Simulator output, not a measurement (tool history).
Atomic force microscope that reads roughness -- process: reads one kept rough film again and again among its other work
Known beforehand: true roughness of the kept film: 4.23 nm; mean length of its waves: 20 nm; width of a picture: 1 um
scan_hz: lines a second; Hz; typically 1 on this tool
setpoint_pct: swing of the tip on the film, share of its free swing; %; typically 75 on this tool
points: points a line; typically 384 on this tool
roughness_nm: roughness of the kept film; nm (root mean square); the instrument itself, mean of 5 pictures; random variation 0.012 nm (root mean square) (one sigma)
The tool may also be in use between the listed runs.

run 1 hour=0 | scan_hz=1 setpoint_pct=75 points=384 | roughness_nm=2.29
run 2 hour=22.4 | scan_hz=1 setpoint_pct=75 points=384 | roughness_nm=2.168
run 3 hour=44.1 | scan_hz=1 setpoint_pct=75 points=384 | roughness_nm=2.097
run 4 hour=67.8 | scan_hz=0.65 setpoint_pct=75 points=384 | roughness_nm=2.046
run 5 hour=83.7 | scan_hz=0.65 setpoint_pct=75 points=384 | roughness_nm=1.997
-- hour=87.1 new tip fitted
run 6 hour=99.6 | scan_hz=1 setpoint_pct=75 points=384 | roughness_nm=2.59
run 7 hour=115.6 | scan_hz=1 setpoint_pct=75 points=384 | roughness_nm=2.492
run 8 hour=142.2 | scan_hz=1 setpoint_pct=75 points=384 | roughness_nm=2.33
run 9 hour=162.7 | scan_hz=1 setpoint_pct=75 points=384 | roughness_nm=2.236
run 10 hour=185.6 | scan_hz=1 setpoint_pct=75 points=384 | roughness_nm=2.115
run 11 hour=207.6 | scan_hz=1 setpoint_pct=75 points=877 | roughness_nm=2.065
-- hour=232.5 new tip fitted
run 12 hour=239.7 | scan_hz=1 setpoint_pct=75 points=905 | roughness_nm=2.661
run 13 hour=254.3 | scan_hz=2.04 setpoint_pct=75 points=384 | roughness_nm=2.339
run 14 hour=281.6 | scan_hz=2.04 setpoint_pct=75 points=384 | roughness_nm=2.202
run 15 hour=296.6 | scan_hz=2.04 setpoint_pct=75 points=384 | roughness_nm=2.117
run 16 hour=319.1 | scan_hz=2.04 setpoint_pct=75 points=384 | roughness_nm=2.024
run 17 hour=349.8 | scan_hz=2.04 setpoint_pct=75 points=384 | roughness_nm=1.909
run 18 hour=371.7 | scan_hz=2.04 setpoint_pct=75 points=384 | roughness_nm=1.825
-- hour=378.6 new tip fitted
run 19 hour=386.8 | scan_hz=2.04 setpoint_pct=76 points=384 | roughness_nm=2.38
run 20 hour=408.1 | scan_hz=2.04 setpoint_pct=75 points=384 | roughness_nm=2.287
run 21 hour=425.3 | scan_hz=2.33 setpoint_pct=69 points=384 | roughness_nm=2.259
run 22 hour=440 | scan_hz=2.33 setpoint_pct=69 points=384 | roughness_nm=2.175
run 23 hour=457 | scan_hz=0.52 setpoint_pct=69 points=353 | roughness_nm=2.316
run 24 hour=487 | scan_hz=0.52 setpoint_pct=69 points=353 | roughness_nm=2.178
run 25 hour=504.5 | scan_hz=0.52 setpoint_pct=69 points=353 | roughness_nm=2.092
-- hour=523.2 new tip fitted
run 26 hour=536.3 | scan_hz=0.52 setpoint_pct=69 points=353 | roughness_nm=2.647
run 27 hour=563 | scan_hz=0.74 setpoint_pct=83 points=384 | roughness_nm=2.349
run 28 hour=577.2 | scan_hz=2.73 setpoint_pct=67 points=384 | roughness_nm=2.169
run 29 hour=604.3 | scan_hz=2.73 setpoint_pct=67 points=384 | roughness_nm=2.041
run 30 hour=628.6 | scan_hz=2.73 setpoint_pct=67 points=384 | roughness_nm=1.968
run 31 hour=650.3 | scan_hz=2.73 setpoint_pct=67 points=384 | roughness_nm=1.872
-- hour=668 new tip fitted
run 32 hour=674.7 | scan_hz=0.74 setpoint_pct=75 points=271 | roughness_nm=2.631
run 33 hour=702 | scan_hz=0.75 setpoint_pct=58 points=398 | roughness_nm=2.578
run 34 hour=728.5 | scan_hz=0.75 setpoint_pct=58 points=398 | roughness_nm=2.465
run 35 hour=754.3 | scan_hz=0.75 setpoint_pct=64 points=398 | roughness_nm=2.28
run 36 hour=784.3 | scan_hz=1.35 setpoint_pct=59 points=547 | roughness_nm=2.136
-- hour=814 new tip fitted
run 37 hour=816.1 | scan_hz=2.99 setpoint_pct=59 points=577 | roughness_nm=2.642

What if the next run were any one of these 4? Each begins from the tool's condition after run 37:
run A hour=836.3 | scan_hz=0.66 setpoint_pct=58 points=402 | roughness_nm=?
run B hour=836.3 | scan_hz=2.99 setpoint_pct=59 points=711 | roughness_nm=?
run C hour=836.3 | scan_hz=0.9 setpoint_pct=57 points=289 | roughness_nm=?
run D hour=836.3 | scan_hz=2.93 setpoint_pct=75 points=384 | roughness_nm=?

run=A roughness_nm=2.698
run=B roughness_nm=2.526
run=C roughness_nm=2.673
run=D roughness_nm=2.195
What these runs would have given with no unlogged condition in the tool:
run=A roughness_nm=2.87
run=B roughness_nm=2.687
run=C roughness_nm=2.843
run=D roughness_nm=2.335

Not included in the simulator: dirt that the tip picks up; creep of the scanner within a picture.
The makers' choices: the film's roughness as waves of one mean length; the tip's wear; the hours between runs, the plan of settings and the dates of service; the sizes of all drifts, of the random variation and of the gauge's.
